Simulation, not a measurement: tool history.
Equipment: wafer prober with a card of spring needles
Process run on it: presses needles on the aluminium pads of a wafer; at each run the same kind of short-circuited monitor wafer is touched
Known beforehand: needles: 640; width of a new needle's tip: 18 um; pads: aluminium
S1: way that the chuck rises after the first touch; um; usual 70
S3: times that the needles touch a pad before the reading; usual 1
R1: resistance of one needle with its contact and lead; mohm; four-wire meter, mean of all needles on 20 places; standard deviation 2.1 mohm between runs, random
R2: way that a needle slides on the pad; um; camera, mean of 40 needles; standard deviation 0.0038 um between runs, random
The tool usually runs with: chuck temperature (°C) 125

{"run": 1, "day": 0.0, "S1": 70, "chuck temperature (°C)": 125, "S3": 1, "R1": 259, "R2": 11.805}
{"run": 2, "day": 0.917, "S1": 70, "chuck temperature (°C)": 125, "S3": 1, "R1": 291, "R2": 11.789}
{"run": 3, "day": 1.7, "S1": 70, "chuck temperature (°C)": 125, "S3": 1, "R1": 232, "R2": 11.762}
{"run": 4, "day": 2.162, "S1": 70, "chuck temperature (°C)": 125, "S3": 1, "R1": 291, "R2": 11.766}
{"run": 5, "day": 3.179, "S1": 70, "chuck temperature (°C)": 125, "S3": 1, "R1": 255, "R2": 11.834}
{"run": 6, "day": 4.138, "S1": 70, "chuck temperature (°C)": 125, "S3": 1, "R1": 287, "R2": 11.818}
{"run": 7, "day": 5.104, "S1": 70, "chuck temperature (°C)": 125, "S3": 1, "R1": 234, "R2": 11.803}
{"run": 8, "day": 6.108, "S1": 70, "chuck temperature (°C)": 125, "S3": 1, "R1": 289, "R2": 11.796}
{"run": 9, "day": 6.75, "S1": 70, "chuck temperature (°C)": 125, "S3": 1, "R1": 289, "R2": 11.778}
{"run": 10, "day": 7.367, "S1": 70, "chuck temperature (°C)": 28, "S3": 1, "R1": 280, "R2": 11.779}
{"run": 11, "day": 8.367, "S1": 70, "chuck temperature (°C)": 125, "S3": 2, "R1": 258, "R2": 11.757}
{"run": 12, "day": 9.442, "S1": 70, "chuck temperature (°C)": 125, "S3": 2, "R1": 230, "R2": 11.823}
{"run": 13, "day": 9.892, "S1": 70, "chuck temperature (°C)": 125, "S3": 1, "R1": 293, "R2": 11.816}
{"run": 14, "day": 10.7, "S1": 54, "chuck temperature (°C)": 125, "S3": 2, "R1": 245, "R2": 9.101}
{"run": 15, "day": 11.417, "S1": 54, "chuck temperature (°C)": 125, "S3": 2, "R1": 258, "R2": 9.091}
{"run": 16, "day": 12.317, "S1": 54, "chuck temperature (°C)": 125, "S3": 2, "R1": 287, "R2": 9.075}
{"run": 17, "day": 13.204, "S1": 70, "chuck temperature (°C)": 33, "S3": 1, "R1": 215, "R2": 11.772}
{"run": 18, "day": 13.992, "S1": 61, "chuck temperature (°C)": 78, "S3": 1, "R1": 269, "R2": 10.234}
{"run": 19, "day": 14.862, "S1": 59, "chuck temperature (°C)": 78, "S3": 1, "R1": 304, "R2": 9.97}
{"run": 20, "day": 15.729, "S1": 80, "chuck temperature (°C)": 125, "S3": 1, "R1": 225, "R2": 13.506}
{"run": 21, "day": 16.246, "S1": 80, "chuck temperature (°C)": 125, "S3": 1, "R1": 278, "R2": 13.511}
{"run": 22, "day": 17.179, "S1": 70, "chuck temperature (°C)": 95, "S3": 3, "R1": 237, "R2": 11.802}

Missing from the log above: 31 entries noted between runs. For each, name the pair of listed runs it sits between and say how the tool's hidden condition differs from the listed run just before to the listed run just after:
Between runs 1 and 2: tips cleaned on abrasive film (day 0.433)
  debris on the tips, nm: 99.1 -> 166.1; way that the needles fall short of the set height, um: 0.2 -> 0.33; tips' diameter, um: 18.76 -> 19.27
  measured value less the no-hidden-state value, R1: +39 -> +69 mohm; R2: -0.035 -> -0.056 um
Between runs 2 and 3: tips cleaned on abrasive film (day 1.092); tips cleaned on abrasive film (day 1.7)
  debris on the tips, nm: 166.1 -> 16.2; way that the needles fall short of the set height, um: 0.33 -> 0.43; tips' diameter, um: 19.27 -> 19.3
  measured value less the no-hidden-state value, R1: +69 -> +7 mohm; R2: -0.056 -> -0.073 um
Between runs 4 and 5: tips cleaned on abrasive film (day 2.338); tips cleaned on abrasive film, once more (day 2.454); height of the first contact set anew (day 3.008); tips cleaned on abrasive film (day 3.096)
  debris on the tips, nm: 152.2 -> 76; way that the needles fall short of the set height, um: 0.43 -> 0.05; tips' diameter, um: 19.3 -> 19.36
  measured value less the no-hidden-state value, R1: +64 -> +31 mohm; R2: -0.073 -> -0.009 um
Between runs 5 and 6: tips cleaned on abrasive film (day 3.754)
  debris on the tips, nm: 76 -> 151.5; way that the needles fall short of the set height, um: 0.05 -> 0.12; tips' diameter, um: 19.36 -> 19.38
  measured value less the no-hidden-state value, R1: +31 -> +63 mohm; R2: -0.009 -> -0.019 um
Between runs 6 and 7: tips cleaned on abrasive film (day 4.392); tips cleaned on abrasive film (day 5.083)
  debris on the tips, nm: 151.5 -> 27.9; way that the needles fall short of the set height, um: 0.12 -> 0.21; tips' diameter, um: 19.38 -> 19.41
  measured value less the no-hidden-state value, R1: +63 -> +12 mohm; R2: -0.019 -> -0.036 um
Between runs 7 and 8: tips cleaned on abrasive film (day 5.733)
  debris on the tips, nm: 27.9 -> 148.2; way that the needles fall short of the set height, um: 0.21 -> 0.27; tips' diameter, um: 19.41 -> 19.43
  measured value less the no-hidden-state value, R1: +12 -> +63 mohm; R2: -0.036 -> -0.045 um
Between runs 8 and 9: tips cleaned on abrasive film (day 6.342)
  debris on the tips, nm: 148.2 -> 150.6; way that the needles fall short of the set height, um: 0.27 -> 0.32; tips' diameter, um: 19.43 -> 19.45
  measured value less the no-hidden-state value, R1: +63 -> +64 mohm; R2: -0.045 -> -0.055 um
Between runs 9 and 10: tips cleaned on abrasive film (day 6.938)
  debris on the tips, nm: 150.6 -> 152.9; way that the needles fall short of the set height, um: 0.32 -> 0.37; tips' diameter, um: 19.45 -> 19.47
  measured value less the no-hidden-state value, R1: +64 -> +76 mohm; R2: -0.055 -> -0.062 um
Between runs 10 and 11: tips cleaned on abrasive film (day 7.542); tips cleaned on abrasive film (day 8.15)
  debris on the tips, nm: 152.9 -> 120.5; way that the needles fall short of the set height, um: 0.37 -> 0.5; tips' diameter, um: 19.47 -> 19.51
  measured value less the no-hidden-state value, R1: +76 -> +32 mohm; R2: -0.062 -> -0.084 um
Between runs 11 and 12: height of the first contact set anew (day 8.579); tips cleaned on abrasive film (day 8.767); tips cleaned on abrasive film (day 9.433)
  debris on the tips, nm: 120.5 -> 16.3; way that the needles fall short of the set height, um: 0.5 -> 0.11; tips' diameter, um: 19.51 -> 19.55
  measured value less the no-hidden-state value, R1: +32 -> +5 mohm; R2: -0.084 -> -0.018 um
Between runs 13 and 14: tips cleaned on abrasive film (day 10.05); tips cleaned on abrasive film (day 10.671)
  debris on the tips, nm: 155.1 -> 38.8; way that the needles fall short of the set height, um: 0.11 -> 0.21; tips' diameter, um: 19.55 -> 19.59
  measured value less the no-hidden-state value, R1: +66 -> +16 mohm; R2: -0.018 -> -0.036 um
Between runs 14 and 15: tips cleaned on abrasive film (day 11.304)
  debris on the tips, nm: 38.8 -> 84.9; way that the needles fall short of the set height, um: 0.21 -> 0.28; tips' diameter, um: 19.59 -> 19.61
  measured value less the no-hidden-state value, R1: +16 -> +33 mohm; R2: -0.036 -> -0.047 um
Between runs 15 and 16: tips cleaned on abrasive film (day 11.942)
  debris on the tips, nm: 84.9 -> 143.5; way that the needles fall short of the set height, um: 0.28 -> 0.33; tips' diameter, um: 19.61 -> 19.63
  measured value less the no-hidden-state value, R1: +33 -> +57 mohm; R2: -0.047 -> -0.056 um
Between runs 16 and 17: tips cleaned on abrasive film (day 12.588); tips cleaned on abrasive film (day 13.204)
  debris on the tips, nm: 143.5 -> 14.8; way that the needles fall short of the set height, um: 0.33 -> 0.43; tips' diameter, um: 19.63 -> 19.66
  measured value less the no-hidden-state value, R1: +57 -> +8 mohm; R2: -0.056 -> -0.073 um
Between runs 17 and 18: tips cleaned on abrasive film (day 13.838)
  debris on the tips, nm: 14.8 -> 92.3; way that the needles fall short of the set height, um: 0.43 -> 0.5; tips' diameter, um: 19.66 -> 19.69
  measured value less the no-hidden-state value, R1: +8 -> +54 mohm; R2: -0.073 -> -0.084 um
Between runs 18 and 19: height of the first contact set anew (day 14.162); tips cleaned on abrasive film (day 14.512)
  debris on the tips, nm: 92.3 -> 144; way that the needles fall short of the set height, um: 0.5 -> 0.05; tips' diameter, um: 19.69 -> 19.71
  measured value less the no-hidden-state value, R1: +54 -> +88 mohm; R2: -0.084 -> -0.009 um
Between runs 19 and 20: tips cleaned on abrasive film (day 15.112); tips cleaned on abrasive film (day 15.729)
  debris on the tips, nm: 144 -> 12.9; way that the needles fall short of the set height, um: 0.05 -> 0.14; tips' diameter, um: 19.71 -> 19.74
  measured value less the no-hidden-state value, R1: +88 -> +5 mohm; R2: -0.009 -> -0.024 um
Between runs 21 and 22: tips cleaned on abrasive film (day 16.375); tips cleaned on abrasive film (day 16.992)
  debris on the tips, nm: 156.1 -> 104.6; way that the needles fall short of the set height, um: 0.14 -> 0.23; tips' diameter, um: 19.74 -> 19.77
  measured value less the no-hidden-state value, R1: +54 -> +17 mohm; R2: -0.023 -> -0.039 um
